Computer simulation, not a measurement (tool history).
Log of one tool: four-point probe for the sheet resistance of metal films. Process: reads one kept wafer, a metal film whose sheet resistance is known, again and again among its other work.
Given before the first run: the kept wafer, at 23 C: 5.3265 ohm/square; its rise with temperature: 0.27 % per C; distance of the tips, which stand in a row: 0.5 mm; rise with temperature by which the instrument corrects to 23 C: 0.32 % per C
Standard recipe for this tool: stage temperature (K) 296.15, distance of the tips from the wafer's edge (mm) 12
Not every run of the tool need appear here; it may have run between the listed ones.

run	hour	stage temperature (K)	distance of the tips from the wafer's edge (mm)	sheet resistance as the instrument gives it (ohm/square)
1	0	296.15	12	5.342713
2	29.1	296.15	12	5.343047
3	75.5	296.15	12	5.342111
4	106.3	296.15	18	5.339097
5	161.7	296.15	18	5.339149
6	210.4	296.15	18	5.337994
7	248.1	295.15	12	5.343912
8	296.1	295.15	12	5.344338
9	325.8	296.15	12	5.342854
10	373.9	296.15	5	5.365973
11	412.6	296.15	12	5.339155
12	436.2	296.15	21	5.337529
13	479	296.15	21	5.338766
14	510.3	293.15	12	5.347091
15	548.4	296.15	68	5.334414
16	576.8	302.15	12	5.326273
17	612.1	301.15	12	5.327294
18	654.1	296.15	12	5.339735
19	696.4	296.15	12	5.339536
20	732.4	296.15	12	5.338298
21	773.8	296.15	12	5.337608
22	800.8	292.15	12	5.349657
23	837.3	302.15	13	5.322608
# hour 851.9: stage's thermometer calibrated
24	876.2	302.15	13	5.332368
25	911.6	294.15	55	5.347118
26	960.8	307.15	6	5.335287
27	1011	307.15	6	5.334107
28	1060.1	299.15	12	5.338581
29	1083.7	299.15	5	5.363472
30	1132.6	299.15	5	5.364219
31	1158.3	299.15	5	5.361555
32	1205.8	301.15	7	5.345016
33	1253.2	301.15	7	5.341899
34	1280.7	293.15	32	5.349008
35	1322.8	307.15	32	5.314644
36	1360.1	296.15	12	5.344725
37	1395.2	306.15	6	5.335916
38	1428.2	306.15	6	5.335187
39	1463.5	291.15	55	5.351322

Below are 4 alternative next runs, each starting from the tool's condition after run 39. Predict each:
A	1519.1	302.15	3	?
B	1519.1	301.15	55	?
C	1519.1	296.15	35	?
D	1519.1	305.15	16	?

run	sheet resistance as the instrument gives it (ohm/square)
A	5.402266
B	5.326815
C	5.338929
D	5.319129
Stripped of hidden state, with their random variation kept, the same runs would have yielded:
run	sheet resistance as the instrument gives it (ohm/square)
A	5.389167
B	5.313886
C	5.325986
D	5.306207
